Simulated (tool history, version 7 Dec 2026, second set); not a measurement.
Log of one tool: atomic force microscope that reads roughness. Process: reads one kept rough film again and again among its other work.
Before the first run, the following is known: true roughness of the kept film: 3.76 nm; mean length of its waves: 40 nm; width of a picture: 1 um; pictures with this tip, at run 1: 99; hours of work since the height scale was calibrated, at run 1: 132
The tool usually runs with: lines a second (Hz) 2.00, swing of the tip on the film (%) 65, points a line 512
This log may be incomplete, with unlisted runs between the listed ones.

| run | day | lines a second (Hz) | swing of the tip on the film (%) | points a line | pictures with this tip | hours of work since the height scale was calibrated | roughness of the kept film (nm (root mean square)) |
|---|---|---|---|---|---|---|---|
| 1 | 0.000 | 2.00 | 65 | 512 | 99 | 132 | 2.960 |
| 2 | 0.312 | 2.00 | 65 | 512 | 107 | 136 | 2.968 |
| 3 | 0.525 | 2.00 | 65 | 512 | 112 | 140 | 2.939 |
| 4 | 0.879 | 2.00 | 65 | 512 | 121 | 145 | 2.944 |
| 5 | 1.242 | 2.00 | 65 | 512 | 130 | 150 | 2.900 |
| 6 | 1.708 | 2.00 | 65 | 512 | 142 | 157 | 2.868 |
| 7 | 2.108 | 2.00 | 65 | 512 | 152 | 163 | 2.858 |
| 8 | 2.421 | 2.00 | 65 | 512 | 160 | 167 | 2.863 |
| 9 | 2.621 | 2.00 | 65 | 512 | 165 | 170 | 2.840 |
|  | 2.683 | height scale calibrated on a step standard |
| 10 | 3.038 | 0.80 | 65 | 512 | 175 | 5 | 2.955 |
| 11 | 3.238 | 0.57 | 65 | 512 | 180 | 8 | 2.937 |
| 12 | 3.596 | 0.57 | 65 | 512 | 189 | 13 | 2.924 |
| 13 | 4.058 | 1.31 | 61 | 996 | 201 | 20 | 2.879 |
| 14 | 4.417 | 1.31 | 61 | 996 | 210 | 25 | 2.864 |
| 15 | 4.846 | 0.62 | 64 | 996 | 221 | 31 | 2.879 |
|  | 4.962 | new tip fitted |
| 16 | 5.271 | 1.92 | 77 | 981 | 8 | 37 | 3.057 |

Below are 3 alternative next runs, each starting from the tool's condition after run 16. Predict each:
|  | 5.462 | height scale calibrated on a step standard, once more |
| A | 5.721 | 0.63 | 57 | 883 | 19 | 4 | ? |
|  | 5.462 | height scale calibrated on a step standard, once more |
| B | 5.721 | 1.92 | 87 | 981 | 19 | 4 | ? |
|  | 5.462 | height scale calibrated on a step standard, once more |
| C | 5.721 | 1.15 | 57 | 512 | 19 | 4 | ? |

| run | roughness of the kept film (nm (root mean square)) |
|---|---|
| A | 3.403 |
| B | 2.799 |
| C | 3.380 |
The same runs, with their run-to-run variation unchanged, on a tool lacking any hidden condition would have given:
| run | roughness of the kept film (nm (root mean square)) |
|---|---|
| A | 3.460 |
| B | 2.845 |
| C | 3.437 |
